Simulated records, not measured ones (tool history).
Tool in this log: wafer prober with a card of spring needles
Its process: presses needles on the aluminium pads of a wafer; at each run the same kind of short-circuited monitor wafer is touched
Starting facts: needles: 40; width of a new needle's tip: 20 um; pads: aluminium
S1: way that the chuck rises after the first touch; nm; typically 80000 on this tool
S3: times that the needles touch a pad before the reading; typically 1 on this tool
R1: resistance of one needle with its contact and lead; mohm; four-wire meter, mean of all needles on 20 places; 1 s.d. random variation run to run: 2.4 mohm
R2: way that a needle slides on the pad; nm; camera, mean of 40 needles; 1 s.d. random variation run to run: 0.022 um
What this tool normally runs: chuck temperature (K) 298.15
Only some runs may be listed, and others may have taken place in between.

run 1 hour=0 | S1=80000 chuck_temperature_(K)=298.15 S3=1 | R1=295 R2=19680
-- hour=9.6 tips cleaned on abrasive film
run 2 hour=10.7 | S1=80000 chuck_temperature_(K)=298.15 S3=1 | R1=274 R2=19610
run 3 hour=16.1 | S1=80000 chuck_temperature_(K)=298.15 S3=1 | R1=298 R2=19650
-- hour=25.4 tips cleaned on abrasive film
run 4 hour=27 | S1=80000 chuck_temperature_(K)=298.15 S3=1 | R1=279 R2=19680
run 5 hour=34.2 | S1=80000 chuck_temperature_(K)=298.15 S3=1 | R1=303 R2=19640
-- hour=41 tips cleaned on abrasive film
run 6 hour=44.2 | S1=80000 chuck_temperature_(K)=298.15 S3=1 | R1=294 R2=19600
run 7 hour=51.9 | S1=80000 chuck_temperature_(K)=298.15 S3=1 | R1=308 R2=19640
-- hour=56.6 tips cleaned on abrasive film
run 8 hour=60.9 | S1=80000 chuck_temperature_(K)=310.15 S3=1 | R1=301 R2=19580
-- hour=72.5 tips cleaned on abrasive film
run 9 hour=72.6 | S1=80000 chuck_temperature_(K)=298.15 S3=1 | R1=277 R2=19610
run 10 hour=79.9 | S1=80000 chuck_temperature_(K)=298.15 S3=1 | R1=307 R2=19610
run 11 hour=86.7 | S1=80000 chuck_temperature_(K)=298.15 S3=1 | R1=313 R2=19590
-- hour=88.7 tips cleaned on abrasive film
run 12 hour=94.1 | S1=80000 chuck_temperature_(K)=298.15 S3=1 | R1=303 R2=19590
run 13 hour=103.4 | S1=80000 chuck_temperature_(K)=337.15 S3=1 | R1=324 R2=19540
-- hour=104.5 tips cleaned on abrasive film
run 14 hour=108.4 | S1=80000 chuck_temperature_(K)=337.15 S3=1 | R1=304 R2=19590
run 15 hour=117.8 | S1=80000 chuck_temperature_(K)=356.15 S3=1 | R1=330 R2=19510
-- hour=120.3 tips cleaned on abrasive film
run 16 hour=125.5 | S1=80000 chuck_temperature_(K)=298.15 S3=2 | R1=288 R2=19510
run 17 hour=134.8 | S1=84000 chuck_temperature_(K)=298.15 S3=2 | R1=294 R2=20500
-- hour=136.6 tips cleaned on abrasive film
run 18 hour=143.9 | S1=84000 chuck_temperature_(K)=298.15 S3=2 | R1=291 R2=20530
run 19 hour=149.2 | S1=63000 chuck_temperature_(K)=298.15 S3=1 | R1=338 R2=15340
-- hour=152.3 tips cleaned on abrasive film
run 20 hour=156.7 | S1=80000 chuck_temperature_(K)=314.15 S3=1 | R1=302 R2=19480
-- hour=168.1 tips cleaned on abrasive film
run 21 hour=168.4 | S1=80000 chuck_temperature_(K)=314.15 S3=1 | R1=280 R2=19480
run 22 hour=173.7 | S1=76000 chuck_temperature_(K)=311.15 S3=1 | R1=309 R2=18460
run 23 hour=182.7 | S1=70000 chuck_temperature_(K)=298.15 S3=1 | R1=332 R2=17000
-- hour=183.8 tips cleaned on abrasive film
run 24 hour=190.8 | S1=61000 chuck_temperature_(K)=378.15 S3=1 | R1=341 R2=14750
-- hour=199.6 tips cleaned on abrasive film
run 25 hour=200.7 | S1=61000 chuck_temperature_(K)=378.15 S3=1 | R1=315 R2=14720
-- hour=204.3 height of the first contact set anew
run 26 hour=211.1 | S1=85000 chuck_temperature_(K)=332.15 S3=2 | R1=300 R2=21130
-- hour=216.1 tips cleaned on abrasive film
run 27 hour=220.3 | S1=85000 chuck_temperature_(K)=332.15 S3=1 | R1=307 R2=21160
run 28 hour=228.3 | S1=85000 chuck_temperature_(K)=332.15 S3=1 | R1=315 R2=21130
-- hour=232.2 tips cleaned on abrasive film
run 29 hour=239 | S1=85000 chuck_temperature_(K)=332.15 S3=1 | R1=308 R2=21090
run 30 hour=244.4 | S1=80000 chuck_temperature_(K)=398.15 S3=1 | R1=332 R2=19840
-- hour=248.8 tips cleaned on abrasive film
run 31 hour=251.5 | S1=79000 chuck_temperature_(K)=397.15 S3=1 | R1=313 R2=19640
run 32 hour=262.3 | S1=79000 chuck_temperature_(K)=318.15 S3=1 | R1=322 R2=19600
-- hour=264.6 tips cleaned on abrasive film
run 33 hour=271.8 | S1=87000 chuck_temperature_(K)=318.15 S3=1 | R1=304 R2=21620

5 options for the next run, each taken on its own from the tool as it stands now. Forecast them:
run A hour=277 | S1=80000 chuck_temperature_(K)=331.15 S3=1 | R1=? R2=?
run B hour=277 | S1=87000 chuck_temperature_(K)=318.15 S3=1 | R1=? R2=?
run C hour=277 | S1=95000 chuck_temperature_(K)=318.15 S3=1 | R1=? R2=?
run D hour=277 | S1=87000 chuck_temperature_(K)=331.15 S3=1 | R1=? R2=?
run E hour=277 | S1=87000 chuck_temperature_(K)=314.15 S3=2 | R1=? R2=?

run=A R1=326 R2=19850
run=B R1=310 R2=21610
run=C R1=305 R2=23600
run=D R1=316 R2=21640
run=E R1=301 R2=21590
Stripped of hidden state, with their random variation kept, the same runs would have yielded:
run=A R1=286 R2=19910
run=B R1=276 R2=21670
run=C R1=275 R2=23660
run=D R1=282 R2=21700
run=E R1=280 R2=21650

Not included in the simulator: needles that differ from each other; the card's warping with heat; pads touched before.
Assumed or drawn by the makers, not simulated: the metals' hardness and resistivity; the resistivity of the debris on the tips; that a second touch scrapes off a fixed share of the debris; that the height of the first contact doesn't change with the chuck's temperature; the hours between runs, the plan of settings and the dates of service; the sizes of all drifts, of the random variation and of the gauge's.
